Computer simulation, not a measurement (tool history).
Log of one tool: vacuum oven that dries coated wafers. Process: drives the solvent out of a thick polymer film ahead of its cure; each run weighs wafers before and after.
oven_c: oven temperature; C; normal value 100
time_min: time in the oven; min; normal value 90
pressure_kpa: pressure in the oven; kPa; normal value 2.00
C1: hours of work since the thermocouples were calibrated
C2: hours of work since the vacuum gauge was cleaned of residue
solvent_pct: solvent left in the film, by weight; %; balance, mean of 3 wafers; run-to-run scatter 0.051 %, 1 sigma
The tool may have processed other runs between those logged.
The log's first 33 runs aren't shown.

run 34 hour=2289.6 | oven_c=106 time_min=85 pressure_kpa=4.80 | C1=1229 C2=168 | solvent_pct=6.44
run 35 hour=2370.2 | oven_c=99 time_min=95 pressure_kpa=1.65 | C1=1288 C2=227 | solvent_pct=6.06
run 36 hour=2439.3 | oven_c=108 time_min=74 pressure_kpa=6.96 | C1=1339 C2=277 | solvent_pct=7.55
-- hour=2446.2 vacuum gauge cleaned of residue and calibrated, once more
run 37 hour=2492.9 | oven_c=88 time_min=78 pressure_kpa=6.58 | C1=1377 C2=34 | solvent_pct=15.06
run 38 hour=2539.9 | oven_c=88 time_min=78 pressure_kpa=6.97 | C1=1411 C2=69 | solvent_pct=15.26
run 39 hour=2615.4 | oven_c=88 time_min=78 pressure_kpa=6.97 | C1=1467 C2=124 | solvent_pct=15.36
run 40 hour=2670.1 | oven_c=88 time_min=78 pressure_kpa=6.97 | C1=1507 C2=164 | solvent_pct=15.19
run 41 hour=2721.3 | oven_c=85 time_min=57 pressure_kpa=7.92 | C1=1544 C2=201 | solvent_pct=18.24
run 42 hour=2819.6 | oven_c=85 time_min=57 pressure_kpa=7.92 | C1=1616 C2=273 | solvent_pct=18.18
run 43 hour=2864.7 | oven_c=104 time_min=57 pressure_kpa=7.92 | C1=1649 C2=306 | solvent_pct=9.41
-- hour=2880.6 oven's thermocouples calibrated
run 44 hour=2962.5 | oven_c=89 time_min=57 pressure_kpa=4.92 | C1=60 C2=377 | solvent_pct=14.91
run 45 hour=3020.3 | oven_c=89 time_min=57 pressure_kpa=4.92 | C1=102 C2=419 | solvent_pct=15.06

What if the next run were any one of these 3? Each begins from the tool's condition after run 45:
run A hour=3076.6 | oven_c=103 time_min=64 pressure_kpa=2.42 | C1=143 C2=460 | solvent_pct=?
run B hour=3076.6 | oven_c=93 time_min=58 pressure_kpa=1.24 | C1=143 C2=460 | solvent_pct=?
run C hour=3076.6 | oven_c=89 time_min=47 pressure_kpa=4.82 | C1=143 C2=460 | solvent_pct=?

run=A solvent_pct=6.25
run=B solvent_pct=10.57
run=C solvent_pct=15.73
With no hidden state in the tool, these same runs would have given:
run=A solvent_pct=6.58
run=B solvent_pct=10.90
run=C solvent_pct=16.00
